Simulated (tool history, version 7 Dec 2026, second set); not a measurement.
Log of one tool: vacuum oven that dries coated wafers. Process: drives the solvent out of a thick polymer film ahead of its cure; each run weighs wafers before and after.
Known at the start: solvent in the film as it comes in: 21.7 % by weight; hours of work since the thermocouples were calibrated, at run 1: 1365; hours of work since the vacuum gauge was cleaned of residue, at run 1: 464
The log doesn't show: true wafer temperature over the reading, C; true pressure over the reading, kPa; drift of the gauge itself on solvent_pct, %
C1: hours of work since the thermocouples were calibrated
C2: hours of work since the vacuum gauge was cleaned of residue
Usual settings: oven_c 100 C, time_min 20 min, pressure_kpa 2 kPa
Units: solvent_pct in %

Run 1, hour 0: usual settings; C1 1365; C2 464. Result: solvent_pct 3.65 %.
Run 2, hour 33.8: usual settings but pressure_kpa 1.61 kPa; C1 1379; C2 478. Result: solvent_pct 3.54 %.
Run 3, hour 56.9: usual settings but pressure_kpa 1.61 kPa; C1 1388; C2 487. Result: solvent_pct 3.52 %.
Run 4, hour 94: usual settings but pressure_kpa 1.62 kPa; C1 1403; C2 503. Result: solvent_pct 3.61 %.
Run 5, hour 109.9: usual settings but pressure_kpa 1.62 kPa; C1 1410; C2 509. Result: solvent_pct 3.5 %.
Run 6, hour 131.4: usual settings; C1 1418; C2 518. Result: solvent_pct 3.66 %.
Run 7, hour 157.7: usual settings; C1 1429; C2 528. Result: solvent_pct 3.61 %.
Run 8, hour 192.7: usual settings; C1 1443; C2 543. Result: solvent_pct 3.62 %.
Run 9, hour 217.4: usual settings; C1 1453; C2 553. Result: solvent_pct 3.62 %.
Run 10, hour 247.3: usual settings; C1 1465; C2 565. Result: solvent_pct 3.63 %.
Run 11, hour 270.1: usual settings; C1 1475; C2 574. Result: solvent_pct 3.64 %.
Run 12, hour 305: usual settings; C1 1489; C2 588. Result: solvent_pct 3.63 %.
Run 13, hour 325.6: usual settings but oven_c 98 C; C1 1497; C2 597. Result: solvent_pct 4.06 %.
Run 14, hour 350.9: usual settings; C1 1508; C2 607. Result: solvent_pct 3.6 %.
Run 15, hour 377.1: usual settings but pressure_kpa 2.36 kPa; C1 1518; C2 618. Result: solvent_pct 3.77 %.
Run 16, hour 395.3: usual settings but pressure_kpa 2.36 kPa; C1 1526; C2 625. Result: solvent_pct 3.76 %.
Run 17, hour 414.1: usual settings but oven_c 93 C; C1 1533; C2 633. Result: solvent_pct 5.33 %.
Run 18, hour 445.5: usual settings but oven_c 93 C, time_min 12 min; C1 1546; C2 646. Result: solvent_pct 8.54 %.
Run 19, hour 463.4: usual settings but oven_c 93 C, time_min 12 min; C1 1553; C2 653. Result: solvent_pct 8.49 %.
Run 20, hour 483.4: usual settings but oven_c 93 C, time_min 12 min; C1 1562; C2 661. Result: solvent_pct 8.37 %.
Run 21, hour 502.7: usual settings but oven_c 93 C, time_min 12 min; C1 1569; C2 669. Result: solvent_pct 8.47 %.
At hour 507.4: oven's thermocouples calibrated.
Run 22, hour 521.9: usual settings but pressure_kpa 4.77 kPa; C1 6; C2 676. Result: solvent_pct 4.31 %.
Run 23, hour 556.4: usual settings but pressure_kpa 4.77 kPa; C1 20; C2 690. Result: solvent_pct 4.32 %.
Run 24, hour 583.5: usual settings but oven_c 99 C, pressure_kpa 1.51 kPa; C1 31; C2 701. Result: solvent_pct 3.73 %.
Run 25, hour 599.7: usual settings but oven_c 114 C, pressure_kpa 7.74 kPa; C1 38; C2 707. Result: solvent_pct 2.32 %.
Run 26, hour 639.1: usual settings but oven_c 98 C, time_min 27 min, pressure_kpa 5.49 kPa; C1 54; C2 723. Result: solvent_pct 3.57 %.
Run 27, hour 678.8: usual settings but oven_c 111 C, time_min 14 min, pressure_kpa 7.7 kPa; C1 70; C2 740. Result: solvent_pct 4.14 %.
Run 28, hour 696.5: usual settings but oven_c 109 C, time_min 22 min, pressure_kpa 3.26 kPa; C1 77; C2 747. Result: solvent_pct 1.89 %.
Run 29, hour 725.2: usual settings but oven_c 109 C, time_min 22 min, pressure_kpa 3.26 kPa; C1 89; C2 758. Result: solvent_pct 1.9 %.
Run 30, hour 763.8: usual settings but oven_c 97 C, time_min 13 min; C1 104; C2 774. Result: solvent_pct 6.99 %.
Run 31, hour 801.7: usual settings but oven_c 86 C, time_min 23 min; C1 120; C2 790. Result: solvent_pct 6.35 %.
Run 32, hour 819.2: usual settings but oven_c 99 C, time_min 16 min, pressure_kpa 1.11 kPa; C1 127; C2 797. Result: solvent_pct 4.94 %.
Run 33, hour 837.5: usual settings but oven_c 99 C, time_min 16 min, pressure_kpa 1.11 kPa; C1 134; C2 804. Result: solvent_pct 4.93 %.
Run 34, hour 865.2: usual settings but time_min 30 min, pressure_kpa 1.01 kPa; C1 145; C2 815. Result: solvent_pct 1.57 %.
Run 35, hour 896.8: usual settings but oven_c 109 C, time_min 34 min; C1 158; C2 828. Result: solvent_pct 0.66 %.
Run 36, hour 916.4: usual settings but oven_c 109 C, time_min 34 min; C1 166; C2 836. Result: solvent_pct 0.69 %.
Run 37, hour 949.2: usual settings but oven_c 107 C, time_min 21 min, pressure_kpa 2.95 kPa; C1 180; C2 850. Result: solvent_pct 2.27 %.
Run 38, hour 967.1: usual settings but oven_c 107 C, time_min 21 min, pressure_kpa 2.95 kPa; C1 187; C2 857. Result: solvent_pct 2.36 %.
Run 39, hour 989.5: usual settings but time_min 11 min, pressure_kpa 1.12 kPa; C1 196; C2 866. Result: solvent_pct 7 %.
Run 40, hour 1014.5: usual settings but time_min 11 min, pressure_kpa 1.12 kPa; C1 206; C2 876. Result: solvent_pct 6.98 %.
Run 41, hour 1036.3: usual settings but time_min 11 min, pressure_kpa 1.12 kPa; C1 215; C2 885. Result: solvent_pct 7.05 %.
Run 42, hour 1068.6: usual settings but oven_c 102 C, time_min 11 min, pressure_kpa 1.12 kPa; C1 228; C2 898. Result: solvent_pct 6.53 %.
Run 43, hour 1103.3: usual settings but oven_c 102 C, time_min 27 min, pressure_kpa 5.65 kPa; C1 242; C2 912. Result: solvent_pct 2.87 %.
Run 44, hour 1133.3: usual settings but time_min 18 min, pressure_kpa 6.39 kPa; C1 255; C2 924. Result: solvent_pct 5.25 %.
Run 45, hour 1153.3: usual settings but oven_c 93 C; C1 263; C2 932. Result: solvent_pct 5.38 %.
Run 46, hour 1185.5: usual settings but oven_c 96 C; C1 276; C2 946. Result: solvent_pct 4.49 %.

Hidden state at the last listed run before each entry between runs and at the first one after, where it differs:
Between runs 21 and 22: oven's thermocouples calibrated (hour 507.4)
  true wafer temperature over the reading, C: -0.05 -> -0.01
